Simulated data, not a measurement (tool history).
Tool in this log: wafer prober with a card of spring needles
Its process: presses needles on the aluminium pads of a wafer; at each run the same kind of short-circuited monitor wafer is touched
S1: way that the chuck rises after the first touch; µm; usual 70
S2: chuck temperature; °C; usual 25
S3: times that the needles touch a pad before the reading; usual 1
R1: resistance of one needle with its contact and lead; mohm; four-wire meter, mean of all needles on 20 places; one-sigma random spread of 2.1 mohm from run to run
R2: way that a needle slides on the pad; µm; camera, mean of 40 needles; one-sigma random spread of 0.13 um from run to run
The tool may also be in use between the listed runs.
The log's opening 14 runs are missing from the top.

At hour 147.6: height of the first contact set anew.
At hour 149.1: tips cleaned on abrasive film.
At hour 155.6: tips cleaned on abrasive film.
Run 15, hour 155.8: usual settings. Result: R1 247 mohm, R2 9.06 µm.
At hour 162.6: tips cleaned on abrasive film.
At hour 169.9: tips cleaned on abrasive film.
Run 16, hour 170.8: usual settings but S2 51 °C. Result: R1 273 mohm, R2 8.85 µm.
At hour 176.7: tips cleaned on abrasive film.
Run 17, hour 180.0: usual settings but S2 51 °C. Result: R1 314 mohm, R2 9.06 µm.
At hour 183.6: tips cleaned on abrasive film.
At hour 191.1: tips cleaned on abrasive film.
Run 18, hour 193.1: usual settings but S1 60 µm, S2 71 °C. Result: R1 311 mohm, R2 7.33 µm.
At hour 197.9: tips cleaned on abrasive film.
Run 19, hour 203.6: usual settings but S2 32 °C. Result: R1 330 mohm, R2 8.95 µm.
At hour 204.3: tips cleaned on abrasive film.
At hour 210.9: tips cleaned on abrasive film.
Run 20, hour 211.5: usual settings but S2 80 °C, S3 2. Result: R1 264 mohm, R2 9.05 µm.
At hour 217.7: tips cleaned on abrasive film.
At hour 223.2: height of the first contact set anew, once more.
Run 21, hour 223.3: usual settings but S2 80 °C, S3 2. Result: R1 279 mohm, R2 10.84 µm.
At hour 224.5: tips cleaned on abrasive film.
Run 22, hour 230.7: usual settings but S1 76 µm, S2 51 °C, S3 2. Result: R1 276 mohm, R2 11.92 µm.

Run 23, settings as shown, results not yet in. Your forecast:
At hour 232.0: tips cleaned on abrasive film.
At hour 238.6: tips cleaned on abrasive film.
Run 23, hour 243.9: usual settings but S1 76 µm, S2 51 °C, S3 2. Result: R1 ?, R2 ?.

R1: 272 mohm
R2: 11.95 µm
If the tool had no hidden condition, the same run with the same run-to-run variation would have returned R1 238 mohm, R2 12.00 µm.
